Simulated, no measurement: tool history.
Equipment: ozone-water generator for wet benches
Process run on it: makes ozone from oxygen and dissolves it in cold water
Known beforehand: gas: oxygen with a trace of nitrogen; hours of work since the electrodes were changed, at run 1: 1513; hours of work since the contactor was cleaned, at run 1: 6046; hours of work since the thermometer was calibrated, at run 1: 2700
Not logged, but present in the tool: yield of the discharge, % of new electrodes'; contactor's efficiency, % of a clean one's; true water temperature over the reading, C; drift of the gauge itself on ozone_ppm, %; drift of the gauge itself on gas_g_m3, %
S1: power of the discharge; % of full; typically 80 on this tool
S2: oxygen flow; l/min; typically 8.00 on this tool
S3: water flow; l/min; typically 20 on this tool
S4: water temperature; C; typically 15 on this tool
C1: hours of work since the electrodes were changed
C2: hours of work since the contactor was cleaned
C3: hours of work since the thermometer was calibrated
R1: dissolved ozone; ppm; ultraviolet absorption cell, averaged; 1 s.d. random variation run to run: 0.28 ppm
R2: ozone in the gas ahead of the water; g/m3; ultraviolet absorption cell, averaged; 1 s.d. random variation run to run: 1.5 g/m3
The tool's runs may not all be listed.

run,hour,S1,S2,S3,S4,C1,C2,C3,R1,R2
1,0.0,80,8.00,20,15,1513,6046,2700,44.4,291.2
2,49.1,80,8.00,22,15,1562,6094,2749,41.4,292.8
3,117.4,80,8.00,20,15,1630,6162,2817,44.2,293.5
4,156.1,80,8.00,20,15,1668,6201,2855,44.8,296.2
5,197.8,80,8.00,20,15,1709,6242,2897,44.0,294.6
6,255.0,80,8.00,20,18,1766,6299,2954,42.0,295.4
7,291.9,80,8.00,20,15,1803,6335,2990,43.8,295.1
8,369.0,80,8.00,20,10,1879,6412,3067,48.0,295.2
9,434.5,80,8.00,20,15,1945,6477,3132,44.2,295.9
10,509.8,80,8.00,20,15,2019,6552,3207,44.1,296.5
11,568.0,80,8.00,20,15,2077,6610,3264,43.9,298.5
12,623.9,80,8.00,20,10,2133,6665,3320,48.0,298.9
13,658.6,80,8.00,20,10,2167,6700,3354,47.6,300.5
14,718.5,80,8.00,20,10,2227,6759,3414,47.9,299.0
15,783.3,80,8.00,20,15,2291,6824,3478,43.9,298.2
16,859.4,80,8.00,20,15,2366,6899,3554,44.1,301.1
17,891.4,80,8.00,20,15,2398,6931,3586,44.0,297.8
18,950.9,47,8.00,20,12,2457,6990,3645,32.5,209.1
19,1001.6,47,12.06,20,12,2508,7040,3695,33.4,179.6
20,1042.5,86,6.22,14,13,2548,7081,3736,58.7,344.4
21,1119.2,80,8.00,31,15,2625,7157,3812,32.6,301.9
22,1181.0,80,8.00,31,15,2686,7219,3873,32.4,299.7
23,1215.7,40,8.00,20,15,2720,7253,3908,27.5,188.7
24,1255.9,80,4.35,16,15,2760,7293,3948,46.8,373.7
# hour 1274.3: gauge calibrated
25,1304.9,73,4.57,28,10,2809,7342,3996,29.7,334.2
26,1364.3,73,4.57,13,10,2868,7401,4055,55.1,330.6
27,1414.1,56,11.22,13,10,2917,7450,4105,48.9,204.9
28,1489.5,80,14.33,20,20,2992,7525,4180,39.9,237.4
29,1543.1,80,14.33,20,20,3046,7578,4233,40.3,237.2
30,1610.5,78,14.33,15,20,3113,7645,4300,45.1,234.7
31,1659.2,59,8.00,12,15,3161,7694,4348,47.5,241.5
32,1722.8,80,4.77,20,22,3224,7757,4411,36.7,356.4
33,1762.0,79,4.77,16,9,3263,7796,4450,51.3,352.8
34,1833.1,79,4.77,16,14,3334,7866,4521,47.4,353.4

Consider 3 possible next runs. They are alternatives, not a sequence: every one starts from the tool as it was left by run 34. What does each give?
A,1869.6,79,4.77,21,14,3370,7902,4557,?,?
B,1869.6,79,4.77,20,23,3370,7902,4557,?,?
C,1869.6,80,8.00,13,19,3370,7902,4557,?,?

run,R1,R2
A,39.2,351.9
B,35.7,354.6
C,52.1,299.1
Take away the tool's hidden state, keep each run's random variation, and the runs would have read:
run,R1,R2
A,39.3,347.4
B,35.8,350.1
C,52.2,295.2
